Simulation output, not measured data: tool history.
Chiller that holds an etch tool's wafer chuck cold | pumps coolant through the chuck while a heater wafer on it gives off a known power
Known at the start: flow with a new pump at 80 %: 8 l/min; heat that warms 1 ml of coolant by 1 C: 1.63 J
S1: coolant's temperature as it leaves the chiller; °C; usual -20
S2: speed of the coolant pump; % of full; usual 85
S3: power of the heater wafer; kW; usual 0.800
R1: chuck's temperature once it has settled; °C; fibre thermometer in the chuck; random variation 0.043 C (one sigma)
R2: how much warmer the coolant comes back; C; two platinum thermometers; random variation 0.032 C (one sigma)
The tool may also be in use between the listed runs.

run     day   S1  S2     S3      R1    R2
  1   0.000  -20  85  0.800  -13.75  3.57
  2   4.188  -20  85  0.672  -14.80  3.04
  3   8.121  -20  85  0.542  -15.85  2.42
  4  12.062  -20  85  0.542  -15.85  2.46
  5  13.821  -20  85  0.542  -15.93  2.45
  6  17.912  -20  85  0.542  -15.82  2.46
  7  20.583  -20  77  0.542  -15.60  2.71
  8  23.592  -20  77  0.542  -15.56  2.77
  9  27.700  -20  77  0.542  -15.61  2.78
 10  30.954  -20  85  1.001  -12.25  4.64
 11  33.812  -20  85  1.001  -12.16  4.62
 12  36.117  -20  85  1.001  -12.23  4.66
 13  40.012  -20  85  1.001  -12.17  4.65
 14  42.929  -20  85  1.001  -12.21  4.63
 15  46.667  -20  85  0.800  -13.87  3.68
 16  50.312  -20  85  0.728  -14.43  3.35
 17  54.621  -19  77  0.529  -14.72  2.73
 18  57.546  -20  66  0.526  -15.21  3.16
 19  61.304  -20  66  0.526  -15.31  3.18
 20  63.892  -20  97  0.800  -14.38  3.25
 21  65.767  -20  97  0.800  -14.37  3.29
 22  67.938  -20  97  0.815  -14.26  3.36
 23  71.479  -20  97  0.815  -14.26  3.41
 24  75.762  -24  98  0.815  -18.25  3.29
 25  79.196  -24  65  0.815  -16.34  5.07
 26  82.158  -24  65  0.890  -15.58  5.52
 27  85.050  -24  65  0.890  -15.62  5.54
 28  86.917  -24  65  0.890  -15.50  5.47
 29  91.083  -24  65  0.890  -15.55  5.54

Run 30 comes next. What will it give?
 30  95.079  -24  65  0.890   ?   ?

{"run 30": {"R1": -15.58, "R2": 5.62}}
Without the tool's hidden state the same run would have given R1 -16.05 °C, R2 5.13 C.

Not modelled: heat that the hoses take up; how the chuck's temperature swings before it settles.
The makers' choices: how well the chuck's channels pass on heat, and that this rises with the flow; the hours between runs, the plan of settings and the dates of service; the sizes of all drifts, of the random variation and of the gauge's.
